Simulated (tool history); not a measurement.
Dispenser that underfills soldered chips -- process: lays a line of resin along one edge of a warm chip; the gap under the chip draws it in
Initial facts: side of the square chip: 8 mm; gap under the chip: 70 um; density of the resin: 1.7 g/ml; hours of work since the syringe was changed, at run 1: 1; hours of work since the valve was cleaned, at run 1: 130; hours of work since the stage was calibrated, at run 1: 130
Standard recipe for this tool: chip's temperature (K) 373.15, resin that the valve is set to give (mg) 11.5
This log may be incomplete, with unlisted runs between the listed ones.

run    day  chip's temperature (K)  resin that the valve is set to give (mg)  hours of work since the syringe was changed  hours of work since the valve was cleaned  hours of work since the stage was calibrated  time until the resin shows at the far edge (s)  resin that the valve gave (mg)
  1  0.000                  373.15                                      11.5                                            1                                        130                                           130                                            87.0                           10.59
     0.417  -- new syringe of resin
  2  0.579                  369.15                                      11.5                                            3                                        139                                           139                                           113.8                           10.57
     0.775  -- dispensing valve cleaned and set on the balance
  3  0.879                  387.15                                      11.5                                            7                                          2                                           143                                            79.2                           11.50
     0.979  -- new syringe of resin
  4  1.388                  387.15                                      11.5                                            7                                         10                                           152                                            77.0                           11.40
     1.471  -- new syringe of resin
  5  1.717                  387.15                                      11.5                                            4                                         15                                           157                                            64.6                           11.42
     1.988  -- new syringe of resin
  6  2.221                  387.15                                      11.5                                            4                                         23                                           165                                            62.4                           11.30
     2.492  -- new syringe of resin
  7  2.658                  387.15                                      11.5                                            3                                         30                                           172                                            58.3                           11.32
  8  2.942                  387.15                                      11.5                                            7                                         35                                           177                                            81.9                           11.24
     2.983  -- new syringe of resin
  9  3.333                  387.15                                      11.5                                            6                                         41                                           183                                            72.7                           11.27
     3.479  -- new syringe of resin
     3.975  -- new syringe of resin
 10  3.975                  387.15                                      11.5                                            0                                         51                                           193                                            48.4                           11.22
 11  4.433                  377.15                                      11.5                                            8                                         59                                           201                                           120.0                           11.05
     4.479  -- new syringe of resin
 12  4.812                  377.15                                      13.4                                            6                                         65                                           207                                            99.5                           12.96
     4.979  -- new syringe of resin
 13  5.133                  377.15                                      13.4                                            3                                         70                                           212                                            80.4                           12.97
     5.488  -- new syringe of resin
 14  5.767                  373.15                                      11.5                                            5                                         80                                           222                                           111.6                           11.05
     6.004  -- new syringe of resin
 15  6.400                  373.15                                      11.6                                            6                                         91                                           232                                           127.8                           11.10
     6.517  -- new syringe of resin
     7.000  -- new syringe of resin
 16  7.000                  373.15                                      11.6                                            0                                        100                                           242                                            77.0                           10.93
     7.496  -- new syringe of resin
 17  7.579                  373.15                                      11.6                                            1                                        109                                           251                                            87.5                           10.94
     7.979  -- new syringe of resin
 18  7.988                  379.15                                      10.3                                            0                                        116                                           258                                            66.1                            9.64
 19  8.362                  382.15                                      11.5                                            6                                        122                                           264                                            91.9                           10.74
     8.483  -- new syringe of resin
 20  8.821                  387.15                                      12.9                                            6                                        130                                           271                                            73.8                           12.00
     8.988  -- new syringe of resin
 21  9.146                  374.15                                      12.5                                            3                                        135                                           276                                            90.1                           11.49
 22  9.404                  374.15                                      12.5                                            7                                        139                                           281                                           122.5                           11.59

What does the tool deliver on the next run?
     9.471  -- new syringe of resin
     9.588  -- dispensing valve cleaned and set on the balance
 23  9.750                  361.15                                      12.4                                            4                                          3                                           285                                               ?                               ?

{"run 23": {"time until the resin shows at the far edge (s)": 162.4, "resin that the valve gave (mg)": 12.35}}
Take away the tool's hidden state, keep the run-to-run variation as it was, and the same run would have given time until the resin shows at the far edge (s) 114.8, resin that the valve gave (mg) 12.36.
